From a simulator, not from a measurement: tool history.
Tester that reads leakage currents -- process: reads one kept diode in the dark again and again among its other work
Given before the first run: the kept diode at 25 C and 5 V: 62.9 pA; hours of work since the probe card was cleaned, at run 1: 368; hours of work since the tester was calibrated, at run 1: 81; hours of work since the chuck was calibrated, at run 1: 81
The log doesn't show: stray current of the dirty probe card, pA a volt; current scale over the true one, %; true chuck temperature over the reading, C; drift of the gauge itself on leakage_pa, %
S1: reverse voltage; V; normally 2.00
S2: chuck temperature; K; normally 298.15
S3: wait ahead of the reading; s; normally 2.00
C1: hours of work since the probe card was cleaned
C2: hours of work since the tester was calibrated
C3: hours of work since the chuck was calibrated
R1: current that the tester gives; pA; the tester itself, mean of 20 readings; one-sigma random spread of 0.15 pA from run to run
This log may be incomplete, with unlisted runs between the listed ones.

run	hour	S1	S2	S3	C1	C2	C3	R1
1	0.0	2.00	298.15	2.00	368	81	81	45.72
2	128.6	2.00	298.15	2.00	424	136	136	45.06
3	250.9	2.00	298.15	2.00	476	189	189	44.53
4	357.2	2.00	298.15	2.00	522	235	235	43.81
5	486.1	2.00	298.15	0.72	578	290	290	44.04
6	559.8	2.00	298.15	2.56	610	322	322	42.81
7	682.8	2.00	298.15	2.00	663	375	375	42.35
8	797.1	2.00	298.15	2.00	712	425	425	42.13
9	864.4	2.00	298.15	0.51	741	454	454	42.16
10	939.6	2.00	300.15	2.00	773	486	486	47.81
11	1041.7	2.00	300.15	2.00	817	530	530	47.12
# hour 1103.8: chuck's temperature calibrated
12	1136.6	2.00	332.15	2.00	858	570	14	452.15
13	1255.0	2.00	332.15	2.00	909	621	65	449.43
14	1361.7	2.00	332.15	2.00	955	667	111	441.27
15	1497.2	2.00	332.15	2.00	1013	726	170	434.63
16	1646.5	2.00	332.15	2.00	1077	790	234	429.15
17	1751.1	2.00	324.15	2.00	1123	835	279	259.83
18	1855.3	2.00	299.15	2.00	1167	880	324	47.70
19	1925.1	1.29	295.15	5.18	1198	910	354	29.99
20	2070.1	1.29	295.15	5.18	1260	973	417	29.42
21	2173.6	1.90	295.15	4.60	1305	1017	461	34.20
22	2301.9	1.90	295.15	4.60	1360	1073	517	33.94
# hour 2398.7: chuck's temperature calibrated
23	2407.3	1.90	295.15	4.60	1405	1117	4	39.26
24	2507.3	1.90	295.15	4.60	1448	1160	47	38.97
25	2624.1	1.90	295.15	4.60	1498	1211	97	38.53
26	2783.8	12.94	295.15	4.60	1567	1280	166	93.41
27	2877.6	12.94	295.15	4.60	1607	1320	207	93.83
28	2989.2	12.94	305.15	1.92	1656	1368	255	166.42
29	3077.7	4.27	333.15	6.06	1694	1406	293	591.15
30	3228.9	4.27	333.15	6.06	1759	1471	358	580.13
31	3312.2	4.27	333.15	6.06	1795	1507	394	575.38
32	3395.3	3.34	298.15	0.32	1831	1543	430	58.51
33	3553.4	3.34	298.15	0.32	1899	1611	498	57.85
# hour 3685.4: probe card cleaned and baked
# hour 3699.8: chuck's temperature calibrated
34	3700.5	1.54	321.15	9.48	6	1673	0	203.73
35	3844.8	2.10	311.15	4.03	68	1735	63	115.66
36	3983.1	2.10	311.15	4.03	128	1795	122	113.16

Here are 3 independent what-if runs from the current tool condition. What would each one return?
A	4109.1	1.11	332.15	1.63	182	1849	177	?
B	4109.1	1.72	301.15	4.81	182	1849	177	?
C	4109.1	2.00	298.15	0.88	182	1849	177	?

run	R1
A	349.03
B	51.06
C	43.76
Had the tool no hidden state, the same runs would have come out as:
run	R1
A	369.22
B	54.15
C	46.31

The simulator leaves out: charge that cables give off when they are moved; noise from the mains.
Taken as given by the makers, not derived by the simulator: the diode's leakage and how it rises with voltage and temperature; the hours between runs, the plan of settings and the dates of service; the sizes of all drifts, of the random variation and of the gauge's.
